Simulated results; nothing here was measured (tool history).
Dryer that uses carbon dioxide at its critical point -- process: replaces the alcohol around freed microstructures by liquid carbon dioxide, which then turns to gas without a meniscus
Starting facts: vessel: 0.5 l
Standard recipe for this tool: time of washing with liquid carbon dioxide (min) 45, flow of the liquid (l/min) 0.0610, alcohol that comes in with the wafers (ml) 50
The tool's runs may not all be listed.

| run | day | time of washing with liquid carbon dioxide (min) | flow of the liquid (l/min) | alcohol that comes in with the wafers (ml) | alcohol left in the vessel before it's heated (ppm by volume) |
|---|---|---|---|---|---|
| 1 | 0.000 | 45 | 0.0610 | 50 | 1323 |
| 2 | 1.158 | 37 | 0.0610 | 50 | 2931 |
| 3 | 2.733 | 37 | 0.0610 | 50 | 2897 |
| 4 | 4.462 | 45 | 0.0610 | 66 | 1855 |
| 5 | 5.988 | 45 | 0.0503 | 66 | 3999 |
| 6 | 6.950 | 45 | 0.0452 | 50 | 4511 |
| 7 | 7.962 | 45 | 0.0610 | 50 | 1485 |
| 8 | 8.862 | 45 | 0.0610 | 50 | 1501 |
| 9 | 9.796 | 45 | 0.0610 | 50 | 1467 |
| 10 | 11.392 | 45 | 0.0610 | 50 | 1543 |
| 11 | 12.267 | 45 | 0.0610 | 50 | 1563 |
| 12 | 13.746 | 45 | 0.0610 | 50 | 1545 |
| 13 | 15.067 | 45 | 0.0610 | 50 | 1570 |
|  | 15.350 | inlet filter changed |
| 14 | 16.808 | 38 | 0.0948 | 93 | 539 |
| 15 | 17.633 | 44 | 0.0595 | 29 | 897 |
| 16 | 19.383 | 45 | 0.0610 | 24 | 647 |
| 17 | 20.721 | 66 | 0.0995 | 33 | 127 |
| 18 | 21.633 | 54 | 0.0580 | 28 | 468 |
| 19 | 22.488 | 54 | 0.0580 | 28 | 457 |
| 20 | 23.704 | 31 | 0.0933 | 36 | 719 |
| 21 | 25.321 | 47 | 0.0610 | 61 | 1282 |
| 22 | 26.400 | 63 | 0.0610 | 28 | 249 |

Had the tool no unlogged condition, and each run kept its random variation, what would the results have been?
What the log doesn't record here: flow that reaches the vessel past the clogged filter, %; alcohol in the recycled carbon dioxide, ppm; drift of the gauge itself on alcohol_ppm, %.
| run | alcohol left in the vessel before it's heated (ppm by volume) |
|---|---|
| 1 | 1016 |
| 2 | 2373 |
| 3 | 2312 |
| 4 | 1372 |
| 5 | 3131 |
| 6 | 3598 |
| 7 | 1045 |
| 8 | 1046 |
| 9 | 1011 |
| 10 | 1048 |
| 11 | 1049 |
| 12 | 1019 |
| 13 | 1023 |
| 14 | 415 |
| 15 | 762 |
| 16 | 506 |
| 17 | 9 |
| 18 | 323 |
| 19 | 307 |
| 20 | 540 |
| 21 | 1035 |
| 22 | 102 |
